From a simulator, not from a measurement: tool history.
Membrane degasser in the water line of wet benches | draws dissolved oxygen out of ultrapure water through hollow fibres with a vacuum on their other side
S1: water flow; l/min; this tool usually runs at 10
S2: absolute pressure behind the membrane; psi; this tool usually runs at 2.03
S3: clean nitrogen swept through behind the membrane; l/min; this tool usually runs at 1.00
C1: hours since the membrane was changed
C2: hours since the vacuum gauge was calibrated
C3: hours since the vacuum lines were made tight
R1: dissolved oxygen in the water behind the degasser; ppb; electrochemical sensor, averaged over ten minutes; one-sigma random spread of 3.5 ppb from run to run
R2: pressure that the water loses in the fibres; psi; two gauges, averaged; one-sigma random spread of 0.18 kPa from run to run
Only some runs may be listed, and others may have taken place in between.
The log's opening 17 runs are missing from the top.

Run 18, hour 1477.2: usual settings but S1 11 l/min, S3 0.63 l/min; C1 5006; C2 6304; C3 824. Result: R1 564.8 ppb, R2 5.697 psi.
Run 19, hour 1559.5: usual settings but S1 11 l/min, S3 0.63 l/min; C1 5088; C2 6386; C3 906. Result: R1 582.9 ppb, R2 5.675 psi.
Run 20, hour 1663.0: usual settings but S1 6 l/min, S2 2.10 psi, S3 0.80 l/min; C1 5191; C2 6490; C3 1009. Result: R1 238.6 ppb, R2 3.095 psi.
At hour 1669.7: vacuum gauge calibrated.
Run 21, hour 1758.1: usual settings but S1 6 l/min, S2 2.10 psi, S3 0.80 l/min; C1 5286; C2 88; C3 1104. Result: R1 244.0 ppb, R2 3.149 psi.
Run 22, hour 1832.9: usual settings but S2 4.86 psi; C1 5361; C2 163; C3 1179. Result: R1 794.3 ppb, R2 5.178 psi.
Run 23, hour 1886.8: usual settings but S2 4.86 psi; C1 5415; C2 217; C3 1233. Result: R1 779.0 ppb, R2 5.203 psi.
Run 24, hour 1991.2: usual settings but S1 13 l/min, S2 4.99 psi, S3 1.60 l/min; C1 5519; C2 322; C3 1337. Result: R1 810.9 ppb, R2 6.760 psi.
Run 25, hour 2075.5: usual settings but S1 13 l/min, S2 4.99 psi, S3 1.60 l/min; C1 5603; C2 406; C3 1421. Result: R1 789.8 ppb, R2 6.820 psi.
Run 26, hour 2125.0: usual settings but S1 13 l/min, S2 4.99 psi, S3 1.60 l/min; C1 5653; C2 455; C3 1471. Result: R1 781.8 ppb, R2 6.773 psi.
Run 27, hour 2187.3: usual settings but S1 13 l/min, S2 4.99 psi, S3 1.60 l/min; C1 5715; C2 518; C3 1533. Result: R1 795.9 ppb, R2 6.775 psi.
Run 28, hour 2240.2: usual settings but S1 12 l/min, S2 1.84 psi, S3 2.89 l/min; C1 5768; C2 571; C3 1586. Result: R1 308.1 ppb, R2 6.257 psi.
Run 29, hour 2318.5: usual settings but S1 11 l/min, S2 1.84 psi, S3 2.72 l/min; C1 5846; C2 649; C3 1664. Result: R1 273.8 ppb, R2 5.799 psi.
At hour 2334.1: vacuum gauge calibrated, once more.
Run 30, hour 2412.0: usual settings but S1 11 l/min, S2 1.84 psi, S3 2.72 l/min; C1 5939; C2 78; C3 1757. Result: R1 271.6 ppb, R2 5.762 psi.
Run 31, hour 2460.9: usual settings but S1 8 l/min, S2 1.64 psi, S3 1.48 l/min; C1 5988; C2 127; C3 1806. Result: R1 188.6 ppb, R2 4.187 psi.
Run 32, hour 2510.3: usual settings but S3 0.59 l/min; C1 6038; C2 176; C3 1856. Result: R1 526.2 ppb, R2 5.256 psi.
Run 33, hour 2568.1: usual settings but S3 0.59 l/min; C1 6096; C2 234; C3 1914. Result: R1 530.0 ppb, R2 5.262 psi.

What if the next run were any one of these 3? Each begins from the tool's condition after run 33:
Run A, hour 2633.9: usual settings but S2 1.28 psi, S3 0.83 l/min; C1 6161; C2 300; C3 1979. Result: R1 ?, R2 ?.
Run B, hour 2633.9: usual settings but S1 7 l/min, S3 0.94 l/min; C1 6161; C2 300; C3 1979. Result: R1 ?, R2 ?.
Run C, hour 2633.9: usual settings but S1 7 l/min, S2 4.02 psi, S3 0.59 l/min; C1 6161; C2 300; C3 1979. Result: R1 ?, R2 ?.

run     R1     R2
  A  298.2  5.204
  B  254.9  3.646
  C  699.2  3.646
Without the tool's hidden state the same runs would have given:
run     R1     R2
  A  262.3  4.866
  B  234.3  3.408
  C  673.2  3.408
